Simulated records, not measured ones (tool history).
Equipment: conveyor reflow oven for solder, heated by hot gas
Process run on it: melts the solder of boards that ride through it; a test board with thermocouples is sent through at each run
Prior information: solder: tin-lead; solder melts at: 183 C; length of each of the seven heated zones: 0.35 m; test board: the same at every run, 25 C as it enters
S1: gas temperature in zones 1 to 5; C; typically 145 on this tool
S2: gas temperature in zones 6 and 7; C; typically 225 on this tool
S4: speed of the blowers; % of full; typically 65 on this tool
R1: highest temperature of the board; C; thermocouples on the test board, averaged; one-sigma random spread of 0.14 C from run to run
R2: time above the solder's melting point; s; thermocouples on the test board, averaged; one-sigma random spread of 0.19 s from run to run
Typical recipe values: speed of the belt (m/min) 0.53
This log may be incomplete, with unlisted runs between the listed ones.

Run 1, day 0: usual settings. Result: R1 209.7 C, R2 56 s.
Run 2, day 0.396: usual settings but S4 82 % of full. Result: R1 211.9 C, R2 59.1 s.
Run 3, day 0.679: usual settings but S4 76 % of full. Result: R1 211.3 C, R2 57.9 s.
Run 4, day 1.188: usual settings but S4 53 % of full. Result: R1 207.8 C, R2 52.9 s.
Run 5, day 1.708: usual settings but S4 53 % of full. Result: R1 207.7 C, R2 53.3 s.
Run 6, day 2.062: usual settings but S4 53 % of full. Result: R1 207.7 C, R2 52.9 s.
Run 7, day 2.325: usual settings but S4 53 % of full. Result: R1 207.8 C, R2 52.9 s.
Run 8, day 2.671: usual settings but S4 80 % of full. Result: R1 211.9 C, R2 58.3 s.
Run 9, day 3.246: usual settings but S4 80 % of full. Result: R1 211.7 C, R2 58.5 s.
Run 10, day 3.7: usual settings but speed of the belt (m/min) 0.62. Result: R1 204.9 C, R2 41.5 s.
Run 11, day 3.975: usual settings but S4 77 % of full. Result: R1 211.6 C, R2 58 s.
Run 12, day 4.346: usual settings. Result: R1 209.8 C, R2 55.9 s.
Run 13, day 4.771: usual settings but S1 159 C, speed of the belt (m/min) 0.46, S4 68 % of full. Result: R1 215.8 C, R2 79.7 s.
Run 14, day 5.196: usual settings but S1 159 C, speed of the belt (m/min) 0.46, S4 56 % of full. Result: R1 214.2 C, R2 78.1 s.
Run 15, day 5.458: usual settings but S1 159 C, speed of the belt (m/min) 0.46, S4 56 % of full. Result: R1 214.3 C, R2 78 s.
At day 5.671: belt drive overhauled, speed set with a stopwatch.
Run 16, day 6.012: usual settings but S1 140 C, speed of the belt (m/min) 0.43. Result: R1 214.3 C, R2 74 s.
Run 17, day 6.504: usual settings but S1 156 C. Result: R1 211.7 C, R2 63.4 s.
Run 18, day 6.946: usual settings but S1 136 C, S2 234 C. Result: R1 215.9 C, R2 58.3 s.
Run 19, day 7.429: usual settings but S1 136 C, S2 234 C. Result: R1 215.9 C, R2 57.8 s.
Run 20, day 7.788: usual settings but S1 136 C, S2 234 C. Result: R1 215.5 C, R2 57.4 s.
Run 21, day 8.371: usual settings but S1 151 C, S2 227 C, speed of the belt (m/min) 0.476. Result: R1 215.2 C, R2 72.2 s.
Run 22, day 8.925: usual settings but S1 134 C, S2 219 C, speed of the belt (m/min) 0.499, S4 62 % of full. Result: R1 203.8 C, R2 48.4 s.
At day 9.362: belt drive overhauled, speed set with a stopwatch, once more.
Run 23, day 9.362: usual settings but S1 134 C, S2 219 C, speed of the belt (m/min) 0.499, S4 62 % of full. Result: R1 203.1 C, R2 46.6 s.

Some steps in R1 between neighbouring runs. How much of each would the tool show without its hidden state too (settings, what came in, random variation), and how much is left for the hidden state, with any gauge scatter that isn't in both results?
The hidden state here: heat that the gas passes to the board, % of a clean oven's; belt's true speed, % of the reading; true gas temperature in zones 6 and 7 over the reading, C; drift of the gauge itself on peak_c, C; drift of the gauge itself on liquid_s, %.
Run 9 -> 10: speed of the belt (m/min) 0.53 -> 0.62, S4 80 -> 65. R1 -6.8 C: hidden state -0.2, all else -6.6.
Run 17 -> 18: S1 156 -> 136, S2 225 -> 234. R1 +4.2 C: hidden state -0.4, all else +4.6.
Run 20 -> 21: S1 136 -> 151, S2 234 -> 227, speed of the belt (m/min) 0.53 -> 0.476. R1 -0.3 C: hidden state +0.4, all else -0.7.
Run 21 -> 22: S1 151 -> 134, S2 227 -> 219, speed of the belt (m/min) 0.476 -> 0.499, S4 65 -> 62. R1 -11.4 C: hidden state -0.3, all else -11.1.

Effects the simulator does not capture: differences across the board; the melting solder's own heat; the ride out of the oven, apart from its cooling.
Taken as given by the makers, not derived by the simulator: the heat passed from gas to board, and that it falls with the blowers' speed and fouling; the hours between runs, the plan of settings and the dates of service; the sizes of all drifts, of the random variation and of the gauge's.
